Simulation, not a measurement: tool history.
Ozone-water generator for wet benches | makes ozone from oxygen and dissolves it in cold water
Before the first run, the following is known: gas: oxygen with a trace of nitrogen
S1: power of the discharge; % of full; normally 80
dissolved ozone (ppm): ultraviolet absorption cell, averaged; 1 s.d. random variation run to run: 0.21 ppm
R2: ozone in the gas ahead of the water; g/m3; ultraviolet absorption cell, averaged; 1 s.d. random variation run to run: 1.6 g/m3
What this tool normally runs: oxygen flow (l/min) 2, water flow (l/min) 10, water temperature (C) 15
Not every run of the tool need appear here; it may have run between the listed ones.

{"run": 1, "hour": 0.0, "S1": 80, "oxygen flow (l/min)": 2, "water flow (l/min)": 10, "water temperature (C)": 15, "dissolved ozone (ppm)": 30, "R2": 292}
{"run": 2, "hour": 165.8, "S1": 80, "oxygen flow (l/min)": 2, "water flow (l/min)": 10, "water temperature (C)": 15, "dissolved ozone (ppm)": 29.8, "R2": 293.5}
{"run": 3, "hour": 287.3, "S1": 80, "oxygen flow (l/min)": 2, "water flow (l/min)": 10, "water temperature (C)": 15, "dissolved ozone (ppm)": 30.1, "R2": 291.9}
{"run": 4, "hour": 458.2, "S1": 80, "oxygen flow (l/min)": 2, "water flow (l/min)": 10, "water temperature (C)": 15, "dissolved ozone (ppm)": 30.1, "R2": 295.2}
{"run": 5, "hour": 590.3, "S1": 80, "oxygen flow (l/min)": 2, "water flow (l/min)": 10, "water temperature (C)": 15, "dissolved ozone (ppm)": 29.8, "R2": 294.9}
{"run": 6, "hour": 693.5, "S1": 80, "oxygen flow (l/min)": 2, "water flow (l/min)": 10, "water temperature (C)": 15, "dissolved ozone (ppm)": 30.1, "R2": 294.7}
{"run": 7, "hour": 777.9, "S1": 80, "oxygen flow (l/min)": 2, "water flow (l/min)": 10, "water temperature (C)": 15, "dissolved ozone (ppm)": 29.7, "R2": 296}
{"run": 8, "hour": 924.8, "S1": 80, "oxygen flow (l/min)": 2, "water flow (l/min)": 10, "water temperature (C)": 15, "dissolved ozone (ppm)": 29.6, "R2": 295.1}
{"run": 9, "hour": 996.5, "S1": 80, "oxygen flow (l/min)": 2, "water flow (l/min)": 10, "water temperature (C)": 15, "dissolved ozone (ppm)": 30.2, "R2": 297.9}
{"run": 10, "hour": 1074.4, "S1": 80, "oxygen flow (l/min)": 2, "water flow (l/min)": 10, "water temperature (C)": 15, "dissolved ozone (ppm)": 29.9, "R2": 299.1}
{"run": 11, "hour": 1166.7, "S1": 80, "oxygen flow (l/min)": 2, "water flow (l/min)": 10, "water temperature (C)": 15, "dissolved ozone (ppm)": 29.7, "R2": 295.9}
{"run": 12, "hour": 1311.3, "S1": 80, "oxygen flow (l/min)": 2, "water flow (l/min)": 10, "water temperature (C)": 8, "dissolved ozone (ppm)": 32.1, "R2": 296.8}
{"run": 13, "hour": 1442.5, "S1": 80, "oxygen flow (l/min)": 2, "water flow (l/min)": 10, "water temperature (C)": 8, "dissolved ozone (ppm)": 32.2, "R2": 301.8}
{"run": 14, "hour": 1528.6, "S1": 80, "oxygen flow (l/min)": 2, "water flow (l/min)": 10, "water temperature (C)": 8, "dissolved ozone (ppm)": 32, "R2": 299.8}
{"run": 15, "hour": 1692.4, "S1": 55, "oxygen flow (l/min)": 2, "water flow (l/min)": 10, "water temperature (C)": 11, "dissolved ozone (ppm)": 21.8, "R2": 213.1}
{"run": 16, "hour": 1838.4, "S1": 55, "oxygen flow (l/min)": 2, "water flow (l/min)": 10, "water temperature (C)": 11, "dissolved ozone (ppm)": 22.2, "R2": 212.1}
{"run": 17, "hour": 1928.9, "S1": 80, "oxygen flow (l/min)": 2, "water flow (l/min)": 10, "water temperature (C)": 10, "dissolved ozone (ppm)": 31.4, "R2": 298.2}
{"run": 18, "hour": 2043.3, "S1": 87, "oxygen flow (l/min)": 2, "water flow (l/min)": 7, "water temperature (C)": 15, "dissolved ozone (ppm)": 44.3, "R2": 323.9}
{"run": 19, "hour": 2144.3, "S1": 78, "oxygen flow (l/min)": 2.41, "water flow (l/min)": 11, "water temperature (C)": 16, "dissolved ozone (ppm)": 27.2, "R2": 273.4}
{"run": 20, "hour": 2290.9, "S1": 90, "oxygen flow (l/min)": 2.41, "water flow (l/min)": 11, "water temperature (C)": 15, "dissolved ozone (ppm)": 31.9, "R2": 314.2}

Forecast run 21:
{"run": 21, "hour": 2404.0, "S1": 90, "oxygen flow (l/min)": 2.41, "water flow (l/min)": 11, "water temperature (C)": 15, "dissolved ozone (ppm)": "?", "R2": "?"}

dissolved ozone (ppm): 31.8
R2: 309.6 g/m3
Without the tool's hidden state the same run would have given dissolved ozone (ppm) 31.8, R2 302 g/m3.
